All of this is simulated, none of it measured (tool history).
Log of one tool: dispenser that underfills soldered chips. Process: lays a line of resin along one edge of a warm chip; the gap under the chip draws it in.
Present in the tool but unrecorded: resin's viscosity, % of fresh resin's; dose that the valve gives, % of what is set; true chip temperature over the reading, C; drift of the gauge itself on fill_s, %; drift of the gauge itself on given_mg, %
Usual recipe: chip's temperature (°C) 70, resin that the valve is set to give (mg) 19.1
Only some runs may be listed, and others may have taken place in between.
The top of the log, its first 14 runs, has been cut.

run	hour	chip's temperature (°C)	resin that the valve is set to give (mg)	hours of work since the syringe was changed	hours of work since the valve was cleaned	hours of work since the stage was calibrated	time until the resin shows at the far edge (s)	resin that the valve gave (mg)
15	173.2	70	17.6	6	30	428	104.5	17.07
# hour 175.4: new syringe of resin
16	181.3	55	19.1	4	35	433	208.1	18.55
# hour 185.6: new syringe of resin
17	192.4	70	19.1	5	43	440	99.4	18.36
# hour 195.4: new syringe of resin
18	200.4	70	19.1	3	48	445	92.4	18.3
# hour 205.4: new syringe of resin
19	208.7	73	23.7	2	53	451	75.3	22.69
# hour 215.8: new syringe of resin
# hour 221.4: stage's temperature calibrated
20	221.4	62	23.9	3	61	0	114.9	22.61
# hour 227.5: new syringe of resin
# hour 237.3: new syringe of resin
21	237.3	58	16.2	0	71	10	123.9	15.28
22	244.8	69	23.7	5	77	15	89.4	22.14
# hour 247.8: new syringe of resin
23	254.4	69	23.7	4	83	22	90.6	22.01
# hour 258.6: new syringe of resin
24	265.6	69	23.7	5	90	29	93	22.09
# hour 268.6: new syringe of resin
# hour 278.5: new syringe of resin
25	281.1	57	22.8	2	100	39	142.8	20.8
# hour 288.4: new syringe of resin
26	288.4	81	20.2	0	105	44	39.6	18.44
# hour 291.4: dispensing valve cleaned and set on the balance
27	295.7	60	17	4	3	48	142.1	17
# hour 299.6: new syringe of resin
28	304.9	66	20.7	4	9	54	101.7	20.28
# hour 310.1: new syringe of resin
29	314.9	66	20.7	3	16	61	103.5	20.36
# hour 320.8: new syringe of resin
30	325.9	70	17.2	3	23	68	83.4	16.77
# hour 331: new syringe of resin
31	335.8	70	24.2	3	29	75	79.5	23.38
# hour 340.9: new syringe of resin
32	343.9	70	24.2	2	35	80	75.6	23.27
# hour 350.8: new syringe of resin
33	350.8	84	16.3	0	39	85	37	15.57
34	358.2	70	16.3	5	44	90	94.3	15.63

3 options for the next run, each taken on its own from the tool as it stands now. Forecast them:
# hour 360.9: new syringe of resin
A	370.1	60	16.9	6	52	97	?	?
# hour 360.9: new syringe of resin
B	370.1	76	19.1	6	52	97	?	?
# hour 360.9: new syringe of resin
C	370.1	80	18.7	6	52	97	?	?

run	time until the resin shows at the far edge (s)	resin that the valve gave (mg)
A	169.2	15.98
B	76.1	18.25
C	61.5	17.88
Without the tool's hidden state the same runs would have given:
run	time until the resin shows at the far edge (s)	resin that the valve gave (mg)
A	115.1	16.81
B	52	19.19
C	41.8	18.8
